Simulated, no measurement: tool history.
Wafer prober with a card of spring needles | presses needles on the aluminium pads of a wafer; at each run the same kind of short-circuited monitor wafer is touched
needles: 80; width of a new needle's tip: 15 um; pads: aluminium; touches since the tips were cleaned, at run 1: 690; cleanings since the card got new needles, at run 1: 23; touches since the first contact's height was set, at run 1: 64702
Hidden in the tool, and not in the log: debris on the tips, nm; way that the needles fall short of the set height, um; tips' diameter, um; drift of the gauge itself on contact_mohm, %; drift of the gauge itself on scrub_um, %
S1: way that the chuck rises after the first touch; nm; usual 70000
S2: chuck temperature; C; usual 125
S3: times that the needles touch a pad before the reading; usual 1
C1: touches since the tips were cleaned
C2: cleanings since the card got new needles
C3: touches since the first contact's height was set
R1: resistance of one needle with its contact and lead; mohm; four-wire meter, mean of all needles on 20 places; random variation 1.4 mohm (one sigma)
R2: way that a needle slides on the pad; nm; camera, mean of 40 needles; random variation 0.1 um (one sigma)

| run | day | S1 | S2 | S3 | C1 | C2 | C3 | R1 | R2 |
|---|---|---|---|---|---|---|---|---|---|
| 1 | 0.000 | 70000 | 125 | 1 | 690 | 23 | 64702 | 123 | 10410 |
|  | 0.292 | tips cleaned on abrasive film |
| 2 | 0.408 | 70000 | 125 | 1 | 655 | 24 | 66960 | 121 | 10320 |
|  | 0.717 | tips cleaned on abrasive film |
| 3 | 0.817 | 70000 | 125 | 1 | 571 | 25 | 69206 | 123 | 10150 |
|  | 1.154 | tips cleaned on abrasive film |
| 4 | 1.275 | 70000 | 125 | 1 | 678 | 26 | 71737 | 123 | 10240 |
| 5 | 1.500 | 70000 | 125 | 1 | 1919 | 26 | 72978 | 122 | 10200 |
|  | 1.579 | tips cleaned on abrasive film |
| 6 | 1.712 | 70000 | 125 | 1 | 745 | 27 | 74138 | 122 | 10540 |
|  | 2.029 | tips cleaned on abrasive film |
| 7 | 2.196 | 70000 | 33 | 1 | 926 | 28 | 76801 | 108 | 10340 |
|  | 2.442 | tips cleaned on abrasive film |
| 8 | 2.617 | 70000 | 33 | 1 | 954 | 29 | 79113 | 111 | 10310 |
|  | 2.867 | tips cleaned on abrasive film |
| 9 | 3.067 | 70000 | 33 | 1 | 1127 | 30 | 81612 | 110 | 10110 |
|  | 3.321 | tips cleaned on abrasive film |
| 10 | 3.529 | 70000 | 125 | 1 | 1163 | 31 | 84164 | 121 | 10100 |
|  | 3.758 | tips cleaned on abrasive film |
| 11 | 3.875 | 70000 | 125 | 1 | 662 | 32 | 86059 | 121 | 10360 |
|  | 4.204 | tips cleaned on abrasive film |
| 12 | 4.300 | 70000 | 125 | 1 | 538 | 33 | 88399 | 122 | 10260 |
|  | 4.625 | tips cleaned on abrasive film |
| 13 | 4.742 | 70000 | 125 | 1 | 666 | 34 | 90842 | 122 | 10210 |
|  | 5.038 | tips cleaned on abrasive film |
| 14 | 5.133 | 70000 | 125 | 1 | 526 | 35 | 92984 | 123 | 10150 |
| 15 | 5.400 | 73000 | 54 | 2 | 2018 | 35 | 94476 | 111 | 10590 |
|  | 5.462 | tips cleaned on abrasive film |
| 16 | 5.683 | 73000 | 54 | 2 | 1235 | 36 | 96035 | 114 | 10750 |
|  | 5.879 | tips cleaned on abrasive film |
| 17 | 5.938 | 73000 | 54 | 2 | 323 | 37 | 97424 | 111 | 10670 |
|  | 6.304 | tips cleaned on abrasive film |
| 18 | 6.346 | 73000 | 54 | 2 | 216 | 38 | 99657 | 112 | 10590 |
|  | 6.738 | tips cleaned on abrasive film |
| 19 | 6.738 | 57000 | 30 | 3 | 0 | 39 | 101813 | 112 | 8390 |

Run 20 comes next. What will it give?
|  | 7.154 | tips cleaned on abrasive film |
| 20 | 7.208 | 88000 | 30 | 1 | 302 | 40 | 104428 | ? | ? |

R1: 107 mohm
R2: 13000 nm
Without the tool's hidden state the same run would have given R1 107 mohm, R2 13010 nm.

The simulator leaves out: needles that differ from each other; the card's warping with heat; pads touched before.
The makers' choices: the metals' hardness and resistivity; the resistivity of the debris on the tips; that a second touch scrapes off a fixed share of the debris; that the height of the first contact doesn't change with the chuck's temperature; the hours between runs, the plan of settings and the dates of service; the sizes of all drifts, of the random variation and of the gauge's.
